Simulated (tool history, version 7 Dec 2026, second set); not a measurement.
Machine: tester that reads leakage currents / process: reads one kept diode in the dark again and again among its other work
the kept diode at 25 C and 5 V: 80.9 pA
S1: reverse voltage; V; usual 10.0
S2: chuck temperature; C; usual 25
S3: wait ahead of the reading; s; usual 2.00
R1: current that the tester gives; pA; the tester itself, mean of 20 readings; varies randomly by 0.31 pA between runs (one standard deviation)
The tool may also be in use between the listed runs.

Run 1, hour 0.0: usual settings. Result: R1 121.41 pA.
Run 2, hour 19.9: usual settings. Result: R1 122.52 pA.
Run 3, hour 47.3: usual settings. Result: R1 122.07 pA.
Run 4, hour 70.8: usual settings. Result: R1 122.87 pA.
Run 5, hour 88.6: usual settings. Result: R1 122.31 pA.
Run 6, hour 117.4: usual settings. Result: R1 123.14 pA.
Run 7, hour 135.7: usual settings. Result: R1 114.66 pA.
Run 8, hour 151.8: usual settings but S3 1.24 s. Result: R1 114.90 pA.
Run 9, hour 177.7: usual settings. Result: R1 115.81 pA.
Run 10, hour 201.8: usual settings. Result: R1 115.36 pA.
Run 11, hour 231.2: usual settings but S1 12.6 V. Result: R1 126.48 pA.
Run 12, hour 261.2: usual settings but S3 0.84 s. Result: R1 116.58 pA.
Run 13, hour 284.8: usual settings but S2 30 C. Result: R1 179.52 pA.
Run 14, hour 300.9: usual settings but S2 30 C. Result: R1 179.28 pA.
Run 15, hour 325.3: usual settings but S2 30 C. Result: R1 179.59 pA.
Run 16, hour 346.3: usual settings but S1 11.2 V. Result: R1 122.24 pA.
Run 17, hour 373.3: usual settings but S1 11.2 V, S2 45 C. Result: R1 675.06 pA.
Run 18, hour 401.2: usual settings but S1 11.2 V, S2 45 C. Result: R1 678.68 pA.
Run 19, hour 425.6: usual settings but S1 10.5 V. Result: R1 120.57 pA.
Run 20, hour 451.7: usual settings but S1 10.5 V. Result: R1 120.38 pA.
Run 21, hour 472.8: usual settings but S1 10.5 V. Result: R1 120.57 pA.
Run 22, hour 503.2: usual settings but S1 10.5 V, S2 39 C, S3 0.63 s. Result: R1 404.25 pA.
Run 23, hour 525.0: usual settings but S1 10.5 V, S2 39 C, S3 0.63 s. Result: R1 406.67 pA.
Run 24, hour 557.4: usual settings but S1 2.7 V, S2 48 C, S3 1.59 s. Result: R1 564.48 pA.
Run 25, hour 582.0: usual settings but S1 2.7 V, S2 48 C, S3 1.59 s. Result: R1 564.16 pA.
Run 26, hour 612.1: usual settings but S1 2.7 V, S2 48 C, S3 1.59 s. Result: R1 570.33 pA.
Run 27, hour 631.2: usual settings but S1 2.7 V, S2 48 C, S3 1.59 s. Result: R1 569.29 pA.
Run 28, hour 657.1: usual settings but S1 1.4 V, S2 28 C. Result: R1 80.50 pA.
Run 29, hour 671.7: usual settings but S1 15.3 V, S2 51 C, S3 0.60 s. Result: R1 1253.41 pA.
Run 30, hour 696.0: usual settings but S1 2.1 V, S2 33 C, S3 9.78 s. Result: R1 144.98 pA.
Run 31, hour 710.4: usual settings but S1 6.8 V, S2 33 C. Result: R1 211.47 pA.
Run 32, hour 732.0: usual settings but S1 6.8 V, S2 33 C. Result: R1 211.45 pA.
Run 33, hour 761.7: usual settings but S1 6.8 V, S2 33 C. Result: R1 213.32 pA.
Run 34, hour 778.9: usual settings but S1 7.2 V, S2 20 C, S3 6.11 s. Result: R1 69.90 pA.
Run 35, hour 806.1: usual settings but S1 2.7 V, S2 37 C. Result: R1 223.96 pA.
Run 36, hour 832.4: usual settings but S1 2.7 V, S2 37 C. Result: R1 224.75 pA.
Run 37, hour 864.3: usual settings but S1 1.0 V. Result: R1 55.56 pA.
Run 38, hour 894.0: usual settings but S1 3.1 V. Result: R1 80.55 pA.
Run 39, hour 919.1: usual settings but S2 54 C, S3 1.10 s. Result: R1 1403.03 pA.
Run 40, hour 938.6: usual settings but S1 11.7 V, S2 43 C, S3 0.94 s. Result: R1 604.91 pA.
Run 41, hour 959.9: usual settings but S3 4.83 s. Result: R1 124.12 pA.

Taken out of this log: 1 entry between the listed runs. Where each belongs, and how the hidden state differs across it:
From run 6 to run 7: chuck's temperature calibrated (hour 121.2)
  stray current of the dirty probe card, pA a volt: 1.215 -> 1.22; current scale over the true one, %: 0.45 -> 0.46; true chuck temperature over the reading, C: 0.98 -> 0.16
  what was measured, less what the result would be without the hidden state, R1: +22.51 -> +14.10 pA
